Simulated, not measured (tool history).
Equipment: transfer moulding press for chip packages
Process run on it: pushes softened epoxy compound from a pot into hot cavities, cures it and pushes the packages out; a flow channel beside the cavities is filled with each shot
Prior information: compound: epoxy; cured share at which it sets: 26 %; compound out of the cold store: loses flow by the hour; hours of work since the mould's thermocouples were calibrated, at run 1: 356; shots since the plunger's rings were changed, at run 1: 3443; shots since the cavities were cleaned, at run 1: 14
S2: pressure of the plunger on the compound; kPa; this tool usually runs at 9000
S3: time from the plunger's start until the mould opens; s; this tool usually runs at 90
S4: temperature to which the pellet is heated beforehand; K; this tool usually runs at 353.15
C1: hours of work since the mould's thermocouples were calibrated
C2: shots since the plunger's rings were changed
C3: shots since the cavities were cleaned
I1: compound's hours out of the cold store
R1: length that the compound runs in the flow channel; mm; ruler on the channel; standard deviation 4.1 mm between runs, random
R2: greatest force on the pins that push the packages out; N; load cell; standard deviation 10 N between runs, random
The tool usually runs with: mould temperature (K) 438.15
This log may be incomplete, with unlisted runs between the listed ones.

{"run": 1, "hour": 0.0, "mould temperature (K)": 438.15, "S2": 9000, "S3": 90, "S4": 353.15, "C1": 356, "C2": 3443, "C3": 14, "I1": 47, "R1": 468, "R2": 483}
{"run": 2, "hour": 27.3, "mould temperature (K)": 438.15, "S2": 9000, "S3": 90, "S4": 353.15, "C1": 367, "C2": 3700, "C3": 271, "I1": 23.2, "R1": 502, "R2": 656}
{"run": 3, "hour": 56.7, "mould temperature (K)": 438.15, "S2": 9000, "S3": 90, "S4": 353.15, "C1": 380, "C2": 3975, "C3": 546, "I1": 20, "R1": 515, "R2": 785}
{"hour": 60.7, "done": "cavities cleaned with cleaning compound and waxed"}
{"run": 4, "hour": 97.5, "mould temperature (K)": 438.15, "S2": 9000, "S3": 90, "S4": 353.15, "C1": 397, "C2": 4344, "C3": 346, "I1": 34.3, "R1": 482, "R2": 696}
{"hour": 123.1, "done": "cavities cleaned with cleaning compound and waxed"}
{"run": 5, "hour": 129.3, "mould temperature (K)": 438.15, "S2": 9000, "S3": 90, "S4": 353.15, "C1": 410, "C2": 4629, "C3": 58, "I1": 39.9, "R1": 474, "R2": 527}
{"run": 6, "hour": 158.0, "mould temperature (K)": 441.15, "S2": 9000, "S3": 90, "S4": 353.15, "C1": 422, "C2": 4898, "C3": 327, "I1": 15.9, "R1": 505, "R2": 650}
{"hour": 183.2, "done": "cavities cleaned with cleaning compound and waxed"}
{"run": 7, "hour": 196.2, "mould temperature (K)": 438.15, "S2": 9000, "S3": 90, "S4": 354.15, "C1": 438, "C2": 5243, "C3": 122, "I1": 15.1, "R1": 509, "R2": 569}
{"run": 8, "hour": 220.9, "mould temperature (K)": 438.15, "S2": 8340, "S3": 90, "S4": 354.15, "C1": 449, "C2": 5475, "C3": 354, "I1": 30.6, "R1": 470, "R2": 729}
{"hour": 243.3, "done": "cavities cleaned with cleaning compound and waxed"}
{"run": 9, "hour": 257.2, "mould temperature (K)": 438.15, "S2": 8340, "S3": 90, "S4": 354.15, "C1": 464, "C2": 5801, "C3": 130, "I1": 23.3, "R1": 475, "R2": 581}
{"run": 10, "hour": 285.5, "mould temperature (K)": 438.15, "S2": 9000, "S3": 90, "S4": 353.15, "C1": 476, "C2": 6066, "C3": 395, "I1": 35, "R1": 464, "R2": 706}
{"hour": 305.9, "done": "cavities cleaned with cleaning compound and waxed"}
{"run": 11, "hour": 325.3, "mould temperature (K)": 438.15, "S2": 7860, "S3": 90, "S4": 353.15, "C1": 493, "C2": 6427, "C3": 183, "I1": 15, "R1": 467, "R2": 618}
{"run": 12, "hour": 348.6, "mould temperature (K)": 438.15, "S2": 7860, "S3": 90, "S4": 353.15, "C1": 503, "C2": 6645, "C3": 401, "I1": 9.7, "R1": 482, "R2": 728}
{"hour": 354.5, "done": "plunger's sealing rings changed"}
{"hour": 370.3, "done": "cavities cleaned with cleaning compound and waxed"}
{"run": 13, "hour": 399.6, "mould temperature (K)": 438.15, "S2": 7860, "S3": 90, "S4": 353.15, "C1": 523, "C2": 409, "C3": 275, "I1": 19.9, "R1": 487, "R2": 664}
{"hour": 433.4, "done": "cavities cleaned with cleaning compound and waxed"}
{"run": 14, "hour": 444.5, "mould temperature (K)": 438.15, "S2": 7860, "S3": 90, "S4": 353.15, "C1": 542, "C2": 817, "C3": 105, "I1": 34.8, "R1": 461, "R2": 570}
{"hour": 449.3, "done": "mould's thermocouples calibrated"}
{"run": 15, "hour": 482.9, "mould temperature (K)": 438.15, "S2": 9000, "S3": 90, "S4": 361.15, "C1": 14, "C2": 1158, "C3": 446, "I1": 10, "R1": 537, "R2": 738}
{"hour": 497.3, "done": "cavities cleaned with cleaning compound and waxed"}
{"run": 16, "hour": 504.1, "mould temperature (K)": 438.15, "S2": 9000, "S3": 90, "S4": 362.15, "C1": 23, "C2": 1344, "C3": 64, "I1": 21.6, "R1": 516, "R2": 541}
{"run": 17, "hour": 533.1, "mould temperature (K)": 438.15, "S2": 9000, "S3": 90, "S4": 362.15, "C1": 35, "C2": 1615, "C3": 335, "I1": 26, "R1": 504, "R2": 661}
{"hour": 559.7, "done": "cavities cleaned with cleaning compound and waxed"}
{"run": 18, "hour": 569.5, "mould temperature (K)": 437.15, "S2": 9000, "S3": 125, "S4": 353.15, "C1": 51, "C2": 1943, "C3": 92, "I1": 39.5, "R1": 485, "R2": 487}
{"run": 19, "hour": 603.1, "mould temperature (K)": 437.15, "S2": 9000, "S3": 125, "S4": 353.15, "C1": 65, "C2": 2259, "C3": 408, "I1": 44.2, "R1": 480, "R2": 631}
{"hour": 621.9, "done": "cavities cleaned with cleaning compound and waxed"}
{"run": 20, "hour": 631.3, "mould temperature (K)": 431.15, "S2": 8060, "S3": 76, "S4": 353.15, "C1": 77, "C2": 2509, "C3": 88, "I1": 40.4, "R1": 461, "R2": 1024}
{"run": 21, "hour": 672.7, "mould temperature (K)": 431.15, "S2": 8060, "S3": 76, "S4": 353.15, "C1": 94, "C2": 2898, "C3": 477, "I1": 29.7, "R1": 479, "R2": 1398}
{"hour": 684.0, "done": "cavities cleaned with cleaning compound and waxed"}
{"hour": 699.8, "done": "mould's thermocouples calibrated, once more"}
{"run": 22, "hour": 699.8, "mould temperature (K)": 438.15, "S2": 9000, "S3": 124, "S4": 359.15, "C1": 0, "C2": 3119, "C3": 129, "I1": 19.2, "R1": 515, "R2": 507}
{"run": 23, "hour": 723.5, "mould temperature (K)": 438.15, "S2": 9000, "S3": 124, "S4": 359.15, "C1": 10, "C2": 3341, "C3": 351, "I1": 10, "R1": 524, "R2": 619}
{"hour": 749.3, "done": "cavities cleaned with cleaning compound and waxed"}
{"run": 24, "hour": 764.3, "mould temperature (K)": 438.15, "S2": 9000, "S3": 124, "S4": 359.15, "C1": 27, "C2": 3711, "C3": 141, "I1": 19.9, "R1": 509, "R2": 518}
{"run": 25, "hour": 791.8, "mould temperature (K)": 438.15, "S2": 8170, "S3": 90, "S4": 353.15, "C1": 39, "C2": 3969, "C3": 399, "I1": 31.8, "R1": 459, "R2": 747}

Predict the results of run 26:
{"hour": 811.9, "done": "cavities cleaned with cleaning compound and waxed"}
{"run": 26, "hour": 830.4, "mould temperature (K)": 440.15, "S2": 6990, "S3": 90, "S4": 353.15, "C1": 55, "C2": 4317, "C3": 173, "I1": 23.4, "R1": "?", "R2": "?"}

R1: 440 mm
R2: 597 N
With the hidden condition absent and the run-to-run variation left alone, this run would have shown R1 455 mm, R2 455 N.
